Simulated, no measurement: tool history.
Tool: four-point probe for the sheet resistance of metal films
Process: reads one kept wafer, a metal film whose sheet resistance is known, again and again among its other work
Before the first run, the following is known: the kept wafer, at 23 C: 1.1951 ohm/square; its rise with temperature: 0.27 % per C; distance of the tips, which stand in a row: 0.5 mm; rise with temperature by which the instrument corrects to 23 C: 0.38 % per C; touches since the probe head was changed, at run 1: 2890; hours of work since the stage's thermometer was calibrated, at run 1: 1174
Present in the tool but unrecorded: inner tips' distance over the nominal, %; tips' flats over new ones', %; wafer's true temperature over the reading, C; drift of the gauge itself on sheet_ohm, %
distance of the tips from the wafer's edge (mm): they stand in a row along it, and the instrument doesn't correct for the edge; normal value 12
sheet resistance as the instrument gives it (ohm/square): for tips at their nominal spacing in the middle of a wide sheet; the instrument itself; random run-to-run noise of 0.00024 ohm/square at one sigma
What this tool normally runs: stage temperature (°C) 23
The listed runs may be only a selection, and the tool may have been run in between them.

run	hour	stage temperature (°C)	distance of the tips from the wafer's edge (mm)	touches since the probe head was changed	hours of work since the stage's thermometer was calibrated	sheet resistance as the instrument gives it (ohm/square)
1	0	23	12	2890	1174	1.196229
2	11.4	20	12	3129	1182	1.20036
3	28.8	20	12	3495	1194	1.200421
4	45.9	23	12	3854	1206	1.1959
5	56.4	23	6	4073	1214	1.199684
6	66.1	23	6	4278	1221	1.199561
7	78.8	23	16	4544	1230	1.195542
8	90.2	28	12	4784	1238	1.189157
9	99.6	23	12	4982	1244	1.196758
10	111.6	23	12	5235	1253	1.196073
11	132.1	23	12	5664	1267	1.196702
12	143.1	23	12	5896	1275	1.195743
13	156.5	26	5	6177	1285	1.197604
14	168.8	30	48	6436	1293	1.185563
15	178.7	33	10	6643	1300	1.183569
16	191.6	33	10	6914	1310	1.183834
17	211.3	19	9	7328	1324	1.202673
18	227.5	23	7	7669	1335	1.198321
19	246.5	23	10	8067	1348	1.196884
20	261.1	23	8	8374	1359	1.197159
21	274.6	27	67	8659	1368	1.189887
22	294	27	67	9065	1382	1.189463
23	306.7	33	58	9333	1391	1.181135

Predict each of these 3 candidate next runs independently; none follows another, all start after run 23:
A	327.2	33	12	9764	1406	?
B	327.2	22	16	9764	1406	?
C	327.2	29	62	9764	1406	?

run	sheet resistance as the instrument gives it (ohm/square)
A	1.182505
B	1.197151
C	1.187266
What these runs would have given with no unlogged condition in the tool:
run	sheet resistance as the instrument gives it (ohm/square)
A	1.18253
B	1.197176
C	1.187292
